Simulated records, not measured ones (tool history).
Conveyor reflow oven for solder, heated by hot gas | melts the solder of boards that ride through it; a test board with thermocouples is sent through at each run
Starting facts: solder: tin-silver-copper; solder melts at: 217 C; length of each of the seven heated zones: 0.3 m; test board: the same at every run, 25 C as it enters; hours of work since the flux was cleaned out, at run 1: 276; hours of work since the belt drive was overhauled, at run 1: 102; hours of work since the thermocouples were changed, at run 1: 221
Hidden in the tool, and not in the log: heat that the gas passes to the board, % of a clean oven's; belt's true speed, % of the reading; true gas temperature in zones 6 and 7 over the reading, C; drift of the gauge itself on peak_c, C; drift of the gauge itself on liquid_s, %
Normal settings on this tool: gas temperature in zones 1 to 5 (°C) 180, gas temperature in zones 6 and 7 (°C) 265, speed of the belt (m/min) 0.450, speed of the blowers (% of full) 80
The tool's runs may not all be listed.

run	hour	gas temperature in zones 1 to 5 (°C)	gas temperature in zones 6 and 7 (°C)	speed of the belt (m/min)	speed of the blowers (% of full)	hours of work since the flux was cleaned out	hours of work since the belt drive was overhauled	hours of work since the thermocouples were changed	highest temperature of the board (°C)	time above the solder's melting point (s)
1	0.0	180	265	0.450	80	276	102	221	246.0	55.70
2	5.5	180	265	0.450	80	278	104	223	245.8	55.96
3	11.0	180	265	0.450	80	281	106	226	245.9	55.69
4	20.3	180	265	0.450	80	284	110	229	246.0	55.57
5	26.0	180	265	0.450	80	287	112	232	245.6	55.64
6	35.7	180	265	0.450	80	291	116	236	246.0	55.87
7	46.3	180	265	0.477	80	295	120	240	243.7	50.06
8	54.6	180	265	0.477	80	298	124	243	244.0	50.03
9	62.0	180	265	0.477	80	301	127	246	243.8	49.99
10	71.5	180	265	0.477	80	305	131	250	243.8	50.02
11	75.9	192	265	0.477	80	307	132	252	246.6	57.95
12	81.1	180	265	0.450	80	309	135	254	245.8	55.66
13	85.6	180	265	0.450	80	311	136	256	245.5	55.59
14	90.9	180	265	0.450	80	313	139	258	245.7	55.72
15	101.2	180	265	0.450	80	317	143	262	245.7	55.47
16	112.2	180	265	0.450	80	322	147	267	245.7	55.45
17	117.8	183	265	0.395	80	324	149	269	250.1	70.72
18	124.4	183	265	0.395	80	327	152	272	250.0	70.92
19	132.0	183	265	0.395	80	330	155	275	250.0	70.47
20	140.5	183	265	0.395	80	333	159	278	250.2	70.72
21	146.2	178	257	0.395	85	336	161	281	243.1	62.18
22	150.8	194	254	0.450	71	337	163	282	238.1	54.00
23	158.6	176	255	0.380	71	341	166	286	239.7	58.44
24	167.2	191	265	0.450	56	344	169	289	241.4	54.16
25	174.2	191	265	0.450	56	347	172	292	241.4	54.06
26	179.5	175	265	0.450	59	349	175	294	238.1	43.36
# hour 186.3: flux residue cleaned out of gas plates and filters
27	191.0	167	267	0.450	59	2	177	297	239.0	41.89
28	197.0	167	267	0.503	75	4	180	299	239.9	38.70
29	206.1	180	264	0.450	80	8	183	303	245.9	56.32
30	214.4	180	258	0.509	80	11	187	306	237.1	40.06
31	221.5	172	265	0.437	80	14	190	309	246.4	54.87
32	227.1	172	265	0.437	80	17	192	311	246.1	55.03

Forecast each of these 3 alternatives for the next run:
A	237.2	181	257	0.437	68	21	196	315	?	?
B	237.2	172	265	0.387	72	21	196	315	?	?
C	237.2	180	259	0.376	60	21	196	315	?	?

run	highest temperature of the board (°C)	time above the solder's melting point (s)
A	238.6	49.61
B	248.1	64.88
C	242.3	63.70
Without the tool's unlogged condition, the same runs would have read:
run	highest temperature of the board (°C)	time above the solder's melting point (s)
A	239.2	50.12
B	248.8	65.18
C	242.9	64.10
